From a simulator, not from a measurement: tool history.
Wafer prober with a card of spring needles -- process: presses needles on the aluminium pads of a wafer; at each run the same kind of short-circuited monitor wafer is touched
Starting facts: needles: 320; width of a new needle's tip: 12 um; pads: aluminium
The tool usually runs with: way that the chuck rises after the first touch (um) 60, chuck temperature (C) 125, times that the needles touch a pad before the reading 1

run   hour  way that the chuck rises after the first touch (um)  chuck temperature (C)  times that the needles touch a pad before the reading  resistance of one needle with its contact and lead (mohm)  way that a needle slides on the pad (um)
  1      0                                                   60                    125                                                      1                                                        294                                     16.29
       4.3  -- tips cleaned on abrasive film
      23.6  -- tips cleaned on abrasive film
  2   38.4                                                   60                    125                                                      1                                                        291                                      16.2
      42.6  -- tips cleaned on abrasive film
      42.9  -- height of the first contact set anew
      61.2  -- tips cleaned on abrasive film
      79.7  -- tips cleaned on abrasive film
  3   81.8                                                   43                    125                                                      1                                                        290                                     11.71
      98.7  -- tips cleaned on abrasive film
     116.5  -- tips cleaned on abrasive film
  4  116.5                                                   43                    125                                                      1                                                        277                                     11.64
       134  -- tips cleaned on abrasive film
     151.6  -- tips cleaned on abrasive film
  5  156.8                                                   60                    125                                                      1                                                        280                                     16.22
     170.7  -- tips cleaned on abrasive film
     179.4  -- height of the first contact set anew
     190.2  -- tips cleaned on abrasive film
  6  204.7                                                   60                    125                                                      1                                                        292                                     16.37
       210  -- tips cleaned on abrasive film
     228.7  -- tips cleaned on abrasive film
  7  244.8                                                   60                    125                                                      1                                                        297                                     16.31
     249.1  -- tips cleaned on abrasive film
     267.6  -- tips cleaned on abrasive film
     285.8  -- tips cleaned on abrasive film
  8  297.2                                                   60                    125                                                      1                                                        292                                     16.22
     304.1  -- tips cleaned on abrasive film
     313.5  -- height of the first contact set anew
       322  -- tips cleaned on abrasive film
  9    322                                                   60                    125                                                      1                                                        275                                     16.35
     341.7  -- tips cleaned on abrasive film
     360.7  -- tips cleaned on abrasive film
 10  372.4                                                   57                    125                                                      1                                                        296                                     15.48
     378.4  -- tips cleaned on abrasive film
     396.8  -- tips cleaned on abrasive film
 11  403.4                                                   57                    125                                                      1                                                        291                                     15.41
       416  -- tips cleaned on abrasive film
     435.3  -- tips cleaned on abrasive film
 12  441.5                                                   57                    125                                                      1                                                        289                                     15.36
     447.6  -- height of the first contact set anew
     454.2  -- tips cleaned on abrasive film
 13  467.7                                                   60                    125                                                      1                                                        297                                     16.39
     475.1  -- tips cleaned on abrasive film
     492.8  -- tips cleaned on abrasive film
     513.2  -- tips cleaned on abrasive film
 14  514.7                                                   60                    125                                                      1                                                        276                                     16.27
     532.9  -- tips cleaned on abrasive film
       551  -- tips cleaned on abrasive film
 15  565.1                                                   60                    125                                                      1                                                        296                                      16.2
     569.4  -- tips cleaned on abrasive film
     585.2  -- height of the first contact set anew
     589.5  -- tips cleaned on abrasive film
     610.5  -- tips cleaned on abrasive film
 16  612.6                                                   59                     43                                                      1                                                        255                                     16.09
     628.1  -- tips cleaned on abrasive film
       647  -- tips cleaned on abrasive film
 17  660.5                                                   60                     28                                                      2                                                        257                                     16.31
     664.9  -- tips cleaned on abrasive film
     682.8  -- tips cleaned on abrasive film
 18  689.3                                                   56                    125                                                      1                                                        293                                     15.17
     701.2  -- tips cleaned on abrasive film
     718.4  -- tips cleaned on abrasive film
     721.9  -- height of the first contact set anew
     735.8  -- tips cleaned on abrasive film
 19  739.2                                                   67                     35                                                      1                                                        257                                     18.32
     754.9  -- tips cleaned on abrasive film
     774.2  -- tips cleaned on abrasive film
     791.2  -- tips cleaned on abrasive film
 20  791.2                                                   60                     35                                                      2                                                        246                                     16.33
     811.4  -- tips cleaned on abrasive film
 21  820.6                                                   53                     35                                                      2                                                        269                                     14.33

The next listed run, before its measurement:
     828.7  -- tips cleaned on abrasive film
 22  843.6                                                   53                     35                                                      2                                                          ?                                         ?

resistance of one needle with its contact and lead (mohm): 268
way that a needle slides on the pad (um): 14.32
Without the tool's hidden state the same run would have given resistance of one needle with its contact and lead (mohm) 243, way that a needle slides on the pad (um) 14.48.

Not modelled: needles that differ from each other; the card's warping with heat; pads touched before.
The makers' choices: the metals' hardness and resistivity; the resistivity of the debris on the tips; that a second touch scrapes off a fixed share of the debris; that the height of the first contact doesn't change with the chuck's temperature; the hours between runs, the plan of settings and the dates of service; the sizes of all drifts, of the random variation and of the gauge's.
